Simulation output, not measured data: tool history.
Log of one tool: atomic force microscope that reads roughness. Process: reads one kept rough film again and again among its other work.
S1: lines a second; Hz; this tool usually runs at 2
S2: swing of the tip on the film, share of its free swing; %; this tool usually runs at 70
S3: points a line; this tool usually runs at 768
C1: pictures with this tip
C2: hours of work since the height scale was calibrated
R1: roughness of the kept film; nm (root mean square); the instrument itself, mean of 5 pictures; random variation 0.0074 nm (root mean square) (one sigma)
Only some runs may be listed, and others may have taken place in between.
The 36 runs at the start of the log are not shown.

run 37 day=10.242 | S1=2 S2=70 S3=494 | C1=111 C2=36 | R1=1.521
run 38 day=10.5 | S1=2 S2=70 S3=494 | C1=121 C2=40 | R1=1.524
run 39 day=10.696 | S1=2 S2=70 S3=494 | C1=129 C2=43 | R1=1.519
run 40 day=11.088 | S1=2.51 S2=83 S3=1012 | C1=144 C2=49 | R1=1.424
run 41 day=11.379 | S1=1.42 S2=58 S3=1012 | C1=156 C2=54 | R1=1.566
run 42 day=11.712 | S1=2.66 S2=70 S3=288 | C1=169 C2=59 | R1=1.486
run 43 day=12.046 | S1=0.63 S2=70 S3=291 | C1=182 C2=64 | R1=1.556
run 44 day=12.279 | S1=0.63 S2=70 S3=291 | C1=192 C2=68 | R1=1.546
run 45 day=12.692 | S1=0.63 S2=87 S3=782 | C1=208 C2=74 | R1=1.527
run 46 day=13.05 | S1=0.63 S2=87 S3=782 | C1=222 C2=80 | R1=1.523
run 47 day=13.446 | S1=0.63 S2=87 S3=782 | C1=238 C2=86 | R1=1.506
run 48 day=13.625 | S1=1.35 S2=83 S3=677 | C1=245 C2=88 | R1=1.472
run 49 day=13.912 | S1=3.75 S2=70 S3=360 | C1=256 C2=93 | R1=1.44
run 50 day=14.229 | S1=3.75 S2=78 S3=353 | C1=269 C2=98 | R1=1.385
run 51 day=14.504 | S1=3.75 S2=78 S3=353 | C1=280 C2=102 | R1=1.384
run 52 day=14.775 | S1=3.75 S2=78 S3=353 | C1=290 C2=106 | R1=1.373
run 53 day=15.05 | S1=3.75 S2=72 S3=353 | C1=301 C2=111 | R1=1.41

What if the next run were any one of these 3? Each begins from the tool's condition after run 53:
run A day=15.221 | S1=1.9 S2=73 S3=301 | C1=308 C2=113 | R1=?
run B day=15.221 | S1=1.3 S2=74 S3=356 | C1=308 C2=113 | R1=?
run C day=15.221 | S1=1.1 S2=72 S3=811 | C1=308 C2=113 | R1=?

run=A R1=1.481
run=B R1=1.507
run=C R1=1.5
The same runs, with their run-to-run variation unchanged, on a tool lacking any hidden condition would have given:
run=A R1=1.548
run=B R1=1.576
run=C R1=1.569
